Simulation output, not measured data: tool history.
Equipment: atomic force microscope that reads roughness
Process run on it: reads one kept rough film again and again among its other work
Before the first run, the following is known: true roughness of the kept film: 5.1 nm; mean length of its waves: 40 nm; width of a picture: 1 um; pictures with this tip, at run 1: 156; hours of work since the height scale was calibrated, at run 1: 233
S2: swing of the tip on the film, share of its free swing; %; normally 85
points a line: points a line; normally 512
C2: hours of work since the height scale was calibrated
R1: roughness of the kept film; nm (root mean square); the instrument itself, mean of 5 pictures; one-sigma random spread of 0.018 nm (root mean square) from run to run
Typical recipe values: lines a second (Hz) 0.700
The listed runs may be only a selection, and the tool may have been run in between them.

Run 1, hour 0.0: usual settings; pictures with this tip 156; C2 233. Result: R1 3.805 nm (root mean square).
Run 2, hour 4.4: usual settings but S2 59 %; pictures with this tip 164; C2 237. Result: R1 3.948 nm (root mean square).
Run 3, hour 9.0: usual settings but points a line 331; pictures with this tip 172; C2 240. Result: R1 3.737 nm (root mean square).
Run 4, hour 17.9: usual settings but points a line 331; pictures with this tip 189; C2 247. Result: R1 3.675 nm (root mean square).
Run 5, hour 24.7: usual settings but S2 59 %; pictures with this tip 201; C2 252. Result: R1 3.818 nm (root mean square).
Run 6, hour 29.9: usual settings; pictures with this tip 211; C2 255. Result: R1 3.606 nm (root mean square).
Run 7, hour 36.6: usual settings; pictures with this tip 223; C2 260. Result: R1 3.587 nm (root mean square).
At hour 39.6: new tip fitted.
Run 8, hour 43.0: usual settings; pictures with this tip 7; C2 265. Result: R1 4.379 nm (root mean square).
Run 9, hour 52.6: usual settings; pictures with this tip 24; C2 272. Result: R1 4.287 nm (root mean square).
Run 10, hour 60.5: usual settings; pictures with this tip 39; C2 278. Result: R1 4.198 nm (root mean square).
Run 11, hour 66.0: usual settings; pictures with this tip 49; C2 282. Result: R1 4.173 nm (root mean square).
Run 12, hour 71.1: usual settings; pictures with this tip 58; C2 285. Result: R1 4.164 nm (root mean square).
Run 13, hour 78.8: usual settings; pictures with this tip 73; C2 291. Result: R1 4.056 nm (root mean square).
Run 14, hour 84.4: usual settings; pictures with this tip 83; C2 295. Result: R1 4.072 nm (root mean square).
Run 15, hour 92.9: usual settings; pictures with this tip 98; C2 302. Result: R1 3.996 nm (root mean square).
Run 16, hour 98.8: usual settings; pictures with this tip 109; C2 306. Result: R1 3.953 nm (root mean square).
Run 17, hour 106.2: usual settings; pictures with this tip 123; C2 311. Result: R1 3.920 nm (root mean square).
Run 18, hour 113.5: usual settings; pictures with this tip 136; C2 317. Result: R1 3.871 nm (root mean square).
Run 19, hour 122.6: usual settings; pictures with this tip 153; C2 324. Result: R1 3.775 nm (root mean square).
Run 20, hour 126.4: usual settings; pictures with this tip 160; C2 326. Result: R1 3.792 nm (root mean square).
Run 21, hour 132.5: usual settings but points a line 529; pictures with this tip 171; C2 331. Result: R1 3.736 nm (root mean square).
Run 22, hour 139.7: usual settings but points a line 529; pictures with this tip 184; C2 336. Result: R1 3.684 nm (root mean square).
Run 23, hour 144.4: usual settings but lines a second (Hz) 2.021; pictures with this tip 193; C2 340. Result: R1 3.341 nm (root mean square).
Run 24, hour 152.4: usual settings; pictures with this tip 208; C2 346. Result: R1 3.604 nm (root mean square).
Run 25, hour 159.1: usual settings but lines a second (Hz) 0.609; pictures with this tip 220; C2 350. Result: R1 3.612 nm (root mean square).
At hour 163.3: new tip fitted.
Run 26, hour 166.9: usual settings but lines a second (Hz) 0.609; pictures with this tip 6; C2 356. Result: R1 4.433 nm (root mean square).
Run 27, hour 172.3: usual settings but lines a second (Hz) 0.609; pictures with this tip 16; C2 360. Result: R1 4.393 nm (root mean square).
Run 28, hour 177.5: usual settings but lines a second (Hz) 0.998, points a line 370; pictures with this tip 26; C2 364. Result: R1 4.184 nm (root mean square).
Run 29, hour 187.0: usual settings but S2 72 %; pictures with this tip 43; C2 371. Result: R1 4.356 nm (root mean square).
Run 30, hour 192.0: usual settings but S2 72 %; pictures with this tip 53; C2 374. Result: R1 4.299 nm (root mean square).
Run 31, hour 200.1: usual settings but lines a second (Hz) 0.904, S2 72 %, points a line 687; pictures with this tip 67; C2 380. Result: R1 4.203 nm (root mean square).
Run 32, hour 207.3: usual settings but lines a second (Hz) 0.904, S2 72 %, points a line 687; pictures with this tip 81; C2 386. Result: R1 4.168 nm (root mean square).
Run 33, hour 212.6: usual settings but lines a second (Hz) 0.943, S2 62 %; pictures with this tip 90; C2 390. Result: R1 4.168 nm (root mean square).
Run 34, hour 220.1: usual settings but lines a second (Hz) 1.587, S2 63 %, points a line 376; pictures with this tip 104; C2 395. Result: R1 4.029 nm (root mean square).
Run 35, hour 224.2: usual settings but lines a second (Hz) 1.587, S2 63 %, points a line 376; pictures with this tip 112; C2 398. Result: R1 4.024 nm (root mean square).
Run 36, hour 228.3: usual settings but lines a second (Hz) 1.774, S2 73 %, points a line 721; pictures with this tip 119; C2 401. Result: R1 3.847 nm (root mean square).
Run 37, hour 232.9: usual settings but lines a second (Hz) 1.774, S2 73 %, points a line 721; pictures with this tip 128; C2 405. Result: R1 3.813 nm (root mean square).
Run 38, hour 239.9: usual settings but lines a second (Hz) 1.774, S2 73 %, points a line 721; pictures with this tip 140; C2 410. Result: R1 3.782 nm (root mean square).
Run 39, hour 244.6: usual settings but lines a second (Hz) 1.774, S2 73 %, points a line 721; pictures with this tip 149; C2 413. Result: R1 3.761 nm (root mean square).
Run 40, hour 251.9: usual settings but lines a second (Hz) 1.774, S2 73 %, points a line 721; pictures with this tip 163; C2 419. Result: R1 3.689 nm (root mean square).
Run 41, hour 256.5: usual settings but S2 84 %, points a line 366; pictures with this tip 171; C2 422. Result: R1 3.734 nm (root mean square).
Run 42, hour 263.2: usual settings but lines a second (Hz) 1.898, S2 62 %, points a line 502; pictures with this tip 183; C2 427. Result: R1 3.776 nm (root mean square).
Run 43, hour 268.8: usual settings but lines a second (Hz) 1.898, S2 62 %, points a line 502; pictures with this tip 194; C2 431. Result: R1 3.701 nm (root mean square).
Run 44, hour 276.6: usual settings but lines a second (Hz) 0.726, points a line 595; pictures with this tip 208; C2 437. Result: R1 3.631 nm (root mean square).
Run 45, hour 283.6: usual settings but lines a second (Hz) 0.726, points a line 595; pictures with this tip 221; C2 442. Result: R1 3.558 nm (root mean square).
At hour 287.3: new tip fitted.
Run 46, hour 290.8: usual settings but S2 67 %, points a line 579; pictures with this tip 6; C2 447. Result: R1 4.586 nm (root mean square).
Run 47, hour 294.9: usual settings but lines a second (Hz) 1.266, S2 67 %, points a line 709; pictures with this tip 14; C2 450. Result: R1 4.455 nm (root mean square).
Run 48, hour 299.7: usual settings but lines a second (Hz) 1.266, S2 67 %, points a line 709; pictures with this tip 22; C2 454. Result: R1 4.385 nm (root mean square).
Run 49, hour 305.8: usual settings but lines a second (Hz) 1.266, S2 67 %, points a line 709; pictures with this tip 34; C2 458. Result: R1 4.331 nm (root mean square).

Consider 5 possible next runs. They are alternatives, not a sequence: every one starts from the tool as it was left by run 49. What does each give?
Run A, hour 311.9: usual settings but lines a second (Hz) 3.089, S2 77 %, points a line 939; pictures with this tip 45; C2 463. Result: R1 ?.
Run B, hour 311.9: usual settings but lines a second (Hz) 1.435; pictures with this tip 45; C2 463. Result: R1 ?.
Run C, hour 311.9: usual settings but lines a second (Hz) 1.546, S2 84 %, points a line 589; pictures with this tip 45; C2 463. Result: R1 ?.
Run D, hour 311.9: usual settings but lines a second (Hz) 0.540, S2 57 %, points a line 346; pictures with this tip 45; C2 463. Result: R1 ?.
Run E, hour 311.9: usual settings but lines a second (Hz) 1.266, S2 67 %, points a line 640; pictures with this tip 45; C2 463. Result: R1 ?.

run     R1
  A  3.781
  B  4.001
  C  3.967
  D  4.384
  E  4.289
With the hidden condition removed and each run's random variation left untouched, the same runs would have given:
run     R1
  A  3.960
  B  4.190
  C  4.155
  D  4.591
  E  4.492
